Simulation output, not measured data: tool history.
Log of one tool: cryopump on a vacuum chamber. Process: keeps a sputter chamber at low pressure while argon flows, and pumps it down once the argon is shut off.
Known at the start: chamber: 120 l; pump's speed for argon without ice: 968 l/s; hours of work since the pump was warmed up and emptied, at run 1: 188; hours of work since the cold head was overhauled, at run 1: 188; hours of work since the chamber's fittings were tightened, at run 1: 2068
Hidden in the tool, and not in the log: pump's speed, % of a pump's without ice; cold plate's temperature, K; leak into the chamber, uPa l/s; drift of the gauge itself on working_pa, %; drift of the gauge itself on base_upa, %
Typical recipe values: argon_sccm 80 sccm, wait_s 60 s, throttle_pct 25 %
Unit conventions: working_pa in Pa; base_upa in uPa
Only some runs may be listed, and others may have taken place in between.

run	day	argon_sccm	wait_s	throttle_pct	hours of work since the pump was warmed up and emptied	hours of work since the cold head was overhauled	hours of work since the chamber's fittings were tightened	working_pa	base_upa
1	0	80	60	25	188	188	2068	0.5703	3.86
2	0.438	80	60	25	193	193	2073	0.5695	3.9
3	1.088	46	60	25	202	202	2081	0.3256	3.96
4	1.688	46	60	25	209	209	2089	0.3265	4.01
5	2.096	46	60	25	214	214	2094	0.3275	4.08
6	2.633	46	60	25	221	221	2101	0.3262	3.96
7	3.067	46	60	25	226	226	2106	0.3292	4.03
8	3.462	46	60	25	231	231	2111	0.3277	4.03
9	4.05	80	60	25	239	239	2119	0.5738	3.99
10	4.604	80	60	25	246	246	2126	0.5736	4.15
11	5.296	80	31	25	254	254	2134	0.5722	5.73
12	5.783	80	60	17	261	261	2141	0.8377	4.11
13	6.204	80	60	25	266	266	2146	0.5758	3.99
14	6.612	80	60	25	271	271	2151	0.5697	4.11
15	7.238	80	60	25	279	279	2159	0.5758	4.04
16	7.567	80	46	25	283	283	2163	0.5723	4.61
17	8.179	80	60	37	291	291	2171	0.3945	4.09
18	8.567	80	60	37	296	296	2176	0.3906	4.15
19	9.104	88	89	19	302	302	2182	0.8253	3.52
20	9.738	65	196	19	310	310	2190	0.6086	2.99
21	10.188	80	128	58	316	316	2196	0.2576	3.32
22	10.529	60	212	21	320	320	2200	0.5141	2.97
23	10.983	47	30	21	326	326	2206	0.3989	5.91
24	11.588	46	25	21	334	334	2214	0.3931	6.63
# day 12.104: leaking fittings of the chamber tightened, without venting
25	12.125	43	134	57	339	339	0	0.1421	1.14
26	12.817	43	134	57	348	348	9	0.142	1.12
27	13.121	79	134	31	352	352	13	0.4593	1.26
28	13.533	80	57	25	357	357	18	0.5764	2.11
29	13.933	145	80	49	362	362	23	0.5501	1.71
30	14.683	102	28	33	372	372	32	0.5646	4.15
31	15.033	102	28	33	376	376	37	0.5666	4.08
32	15.662	81	73	47	384	384	45	0.323	1.83
33	16.104	90	60	25	390	390	50	0.6537	2.2
34	16.517	80	60	19	395	395	56	0.7556	2.16

Branching from run 34: 4 alternative next runs. What would each branch give?
A	17.262	80	89	25	404	404	65	?	?
B	17.262	73	125	34	404	404	65	?	?
C	17.262	80	60	28	404	404	65	?	?
D	17.262	48	60	17	404	404	65	?	?

run	working_pa	base_upa
A	0.5803	1.66
B	0.3955	1.29
C	0.5184	2.19
D	0.5064	2.11
What these runs would have given with no unlogged condition in the tool:
run	working_pa	base_upa
A	0.5585	1.48
B	0.3756	1.12
C	0.4967	2.01
D	0.4934	1.93
